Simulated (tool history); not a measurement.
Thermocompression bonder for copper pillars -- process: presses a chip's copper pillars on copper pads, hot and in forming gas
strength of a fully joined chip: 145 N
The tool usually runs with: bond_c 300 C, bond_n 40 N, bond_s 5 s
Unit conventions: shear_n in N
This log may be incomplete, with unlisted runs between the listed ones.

run,hour,bond_c,bond_n,bond_s,shear_n
1,0.0,300,40,5,98.1
2,56.1,300,40,5,99.9
3,95.9,300,54,5,117.8
4,133.2,300,54,5,116.8
5,188.2,300,40,5,98.5
6,226.0,300,40,5,97.7
7,259.2,300,26,5,67.1
8,293.4,300,26,5,67.8
9,339.2,300,26,5,65.4
10,373.3,300,33,5,83.4
11,414.1,300,33,5,82.2
# hour 449.0: forming gas filter changed
12,449.1,300,40,14,122.3
13,495.4,300,40,14,122.9
14,525.5,300,40,5,96.8
15,570.6,300,40,5,95.7
16,605.6,300,40,4,88.9
17,646.2,300,40,4,90.6
18,683.3,292,29,5,66.9
19,740.5,311,45,8,118.4
20,769.1,311,45,8,118.1
# hour 773.6: heater calibrated with a thermocouple chip
21,796.7,275,45,7,94.8
22,820.4,275,45,7,96.0
23,871.3,285,39,4,76.6
24,897.0,294,40,5,88.9
25,927.4,283,40,10,99.2
26,955.6,318,26,5,72.3
27,1000.3,280,40,7,88.0
# hour 1050.3: heater calibrated with a thermocouple chip, once more
28,1050.3,322,40,8,118.0

Branching from run 28: 3 alternative next runs. What would each branch give?
A,1078.0,279,40,6,?
B,1078.0,276,58,6,?
C,1078.0,304,40,5,?

run,shear_n
A,89.8
B,113.2
C,99.3
Had the tool no hidden state, the same runs would have come out as:
run,shear_n
A,96.3
B,119.5
C,105.8
